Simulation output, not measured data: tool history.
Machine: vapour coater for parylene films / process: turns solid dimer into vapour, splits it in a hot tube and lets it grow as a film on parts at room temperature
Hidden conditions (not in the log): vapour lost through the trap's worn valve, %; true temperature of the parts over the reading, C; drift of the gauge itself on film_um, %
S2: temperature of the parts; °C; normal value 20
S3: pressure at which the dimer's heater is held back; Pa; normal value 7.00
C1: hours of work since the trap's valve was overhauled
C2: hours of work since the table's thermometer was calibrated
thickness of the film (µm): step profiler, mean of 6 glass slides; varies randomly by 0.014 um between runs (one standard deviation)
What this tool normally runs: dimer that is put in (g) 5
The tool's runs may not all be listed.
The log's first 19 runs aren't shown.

-- hour=863.6 table's thermometer calibrated
run 20 hour=881.7 | dimer_that_is_put_in_(g)=5 S2=20 S3=7.00 | C1=204 C2=13 | thickness_of_the_film_(µm)=3.37
run 21 hour=912.2 | dimer_that_is_put_in_(g)=5 S2=26 S3=7.00 | C1=225 C2=34 | thickness_of_the_film_(µm)=2.84
run 22 hour=960.7 | dimer_that_is_put_in_(g)=2 S2=20 S3=7.00 | C1=259 C2=68 | thickness_of_the_film_(µm)=1.34
run 23 hour=994.9 | dimer_that_is_put_in_(g)=2 S2=20 S3=7.00 | C1=283 C2=92 | thickness_of_the_film_(µm)=1.33
run 24 hour=1058.8 | dimer_that_is_put_in_(g)=3 S2=18 S3=7.00 | C1=328 C2=137 | thickness_of_the_film_(µm)=2.11
run 25 hour=1123.1 | dimer_that_is_put_in_(g)=2 S2=23 S3=2.16 | C1=373 C2=182 | thickness_of_the_film_(µm)=1.49
-- hour=1148.0 trap's valve overhauled
run 26 hour=1161.1 | dimer_that_is_put_in_(g)=8 S2=20 S3=7.00 | C1=9 C2=206 | thickness_of_the_film_(µm)=5.51
run 27 hour=1195.8 | dimer_that_is_put_in_(g)=8 S2=20 S3=7.00 | C1=33 C2=230 | thickness_of_the_film_(µm)=5.48
run 28 hour=1225.8 | dimer_that_is_put_in_(g)=8 S2=20 S3=7.00 | C1=54 C2=251 | thickness_of_the_film_(µm)=5.43
run 29 hour=1267.8 | dimer_that_is_put_in_(g)=8 S2=20 S3=7.00 | C1=84 C2=280 | thickness_of_the_film_(µm)=5.44
run 30 hour=1329.0 | dimer_that_is_put_in_(g)=2 S2=27 S3=7.00 | C1=127 C2=323 | thickness_of_the_film_(µm)=1.10
run 31 hour=1371.1 | dimer_that_is_put_in_(g)=2 S2=27 S3=7.00 | C1=156 C2=353 | thickness_of_the_film_(µm)=1.10
run 32 hour=1416.8 | dimer_that_is_put_in_(g)=6 S2=26 S3=5.72 | C1=188 C2=385 | thickness_of_the_film_(µm)=3.51
run 33 hour=1459.0 | dimer_that_is_put_in_(g)=5 S2=16 S3=7.53 | C1=218 C2=414 | thickness_of_the_film_(µm)=3.66
run 34 hour=1490.6 | dimer_that_is_put_in_(g)=6 S2=18 S3=7.00 | C1=240 C2=437 | thickness_of_the_film_(µm)=4.20
run 35 hour=1524.3 | dimer_that_is_put_in_(g)=5 S2=14 S3=7.00 | C1=264 C2=460 | thickness_of_the_film_(µm)=3.91
run 36 hour=1574.4 | dimer_that_is_put_in_(g)=8 S2=14 S3=5.95 | C1=299 C2=495 | thickness_of_the_film_(µm)=6.43
run 37 hour=1605.7 | dimer_that_is_put_in_(g)=4 S2=14 S3=2.59 | C1=321 C2=517 | thickness_of_the_film_(µm)=3.72
run 38 hour=1670.2 | dimer_that_is_put_in_(g)=4 S2=14 S3=2.59 | C1=366 C2=562 | thickness_of_the_film_(µm)=3.72
-- hour=1703.6 trap's valve overhauled
run 39 hour=1709.5 | dimer_that_is_put_in_(g)=3 S2=18 S3=7.00 | C1=4 C2=587 | thickness_of_the_film_(µm)=2.15
run 40 hour=1750.5 | dimer_that_is_put_in_(g)=3 S2=18 S3=7.00 | C1=33 C2=616 | thickness_of_the_film_(µm)=2.14
run 41 hour=1780.8 | dimer_that_is_put_in_(g)=5 S2=28 S3=8.02 | C1=54 C2=637 | thickness_of_the_film_(µm)=2.62

Forecast run 42:
run 42 hour=1840.7 | dimer_that_is_put_in_(g)=5 S2=28 S3=8.02 | C1=96 C2=679 | thickness_of_the_film_(µm)=?

thickness of the film (µm): 2.60
The same run, on a tool lacking any hidden state, would have yielded thickness of the film (µm) 2.70.

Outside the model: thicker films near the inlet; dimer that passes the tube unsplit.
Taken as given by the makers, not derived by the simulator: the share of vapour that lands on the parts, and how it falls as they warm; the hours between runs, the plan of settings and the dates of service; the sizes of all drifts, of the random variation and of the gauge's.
